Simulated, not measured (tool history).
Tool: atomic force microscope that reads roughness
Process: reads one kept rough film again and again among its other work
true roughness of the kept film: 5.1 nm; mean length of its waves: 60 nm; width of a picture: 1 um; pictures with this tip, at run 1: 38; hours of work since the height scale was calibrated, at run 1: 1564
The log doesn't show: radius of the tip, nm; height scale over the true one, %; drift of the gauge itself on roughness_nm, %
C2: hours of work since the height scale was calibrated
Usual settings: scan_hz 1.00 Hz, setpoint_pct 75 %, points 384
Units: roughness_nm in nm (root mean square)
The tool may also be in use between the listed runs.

run 1 hour=0.0 | scan_hz=1.00 setpoint_pct=75 points=384 | pictures_with_this_tip=38 C2=1564 | roughness_nm=4.583
-- hour=38.0 new tip fitted
run 2 hour=42.8 | scan_hz=1.00 setpoint_pct=75 points=384 | pictures_with_this_tip=11 C2=1595 | roughness_nm=4.710
run 3 hour=82.5 | scan_hz=1.00 setpoint_pct=75 points=384 | pictures_with_this_tip=102 C2=1624 | roughness_nm=4.239
-- hour=89.7 new tip fitted
run 4 hour=118.4 | scan_hz=1.00 setpoint_pct=75 points=384 | pictures_with_this_tip=66 C2=1651 | roughness_nm=4.382
-- hour=140.7 new tip fitted
run 5 hour=156.3 | scan_hz=1.00 setpoint_pct=75 points=384 | pictures_with_this_tip=36 C2=1678 | roughness_nm=4.581
-- hour=191.5 new tip fitted
run 6 hour=211.1 | scan_hz=1.00 setpoint_pct=75 points=384 | pictures_with_this_tip=46 C2=1718 | roughness_nm=4.489
-- hour=243.3 new tip fitted
run 7 hour=255.0 | scan_hz=1.00 setpoint_pct=75 points=384 | pictures_with_this_tip=27 C2=1750 | roughness_nm=4.645
-- hour=296.1 new tip fitted
run 8 hour=301.1 | scan_hz=0.54 setpoint_pct=74 points=959 | pictures_with_this_tip=11 C2=1784 | roughness_nm=4.800
-- hour=305.8 height scale calibrated on a step standard
run 9 hour=336.9 | scan_hz=1.35 setpoint_pct=59 points=395 | pictures_with_this_tip=91 C2=23 | roughness_nm=4.430
-- hour=350.6 new tip fitted
run 10 hour=388.9 | scan_hz=1.35 setpoint_pct=59 points=395 | pictures_with_this_tip=88 C2=61 | roughness_nm=4.439
-- hour=402.0 new tip fitted
run 11 hour=442.5 | scan_hz=1.02 setpoint_pct=75 points=384 | pictures_with_this_tip=93 C2=100 | roughness_nm=4.327
-- hour=452.5 new tip fitted
run 12 hour=470.8 | scan_hz=1.02 setpoint_pct=75 points=785 | pictures_with_this_tip=42 C2=121 | roughness_nm=4.608
run 13 hour=493.2 | scan_hz=1.02 setpoint_pct=75 points=782 | pictures_with_this_tip=93 C2=137 | roughness_nm=4.343
-- hour=504.6 new tip fitted
run 14 hour=521.5 | scan_hz=1.02 setpoint_pct=75 points=782 | pictures_with_this_tip=39 C2=158 | roughness_nm=4.641

Measured less the same run without the tool's hidden state. The same run-to-run variation is in both; the gauge's scatter may not be:
run=1 roughness_nm=-0.112
run=2 roughness_nm=+0.004
run=3 roughness_nm=-0.489
run=4 roughness_nm=-0.315
run=5 roughness_nm=-0.160
run=6 roughness_nm=-0.212
run=7 roughness_nm=-0.087
run=8 roughness_nm=+0.001
run=9 roughness_nm=-0.397
run=10 roughness_nm=-0.356
run=11 roughness_nm=-0.373
run=12 roughness_nm=-0.116
run=13 roughness_nm=-0.375
run=14 roughness_nm=-0.062
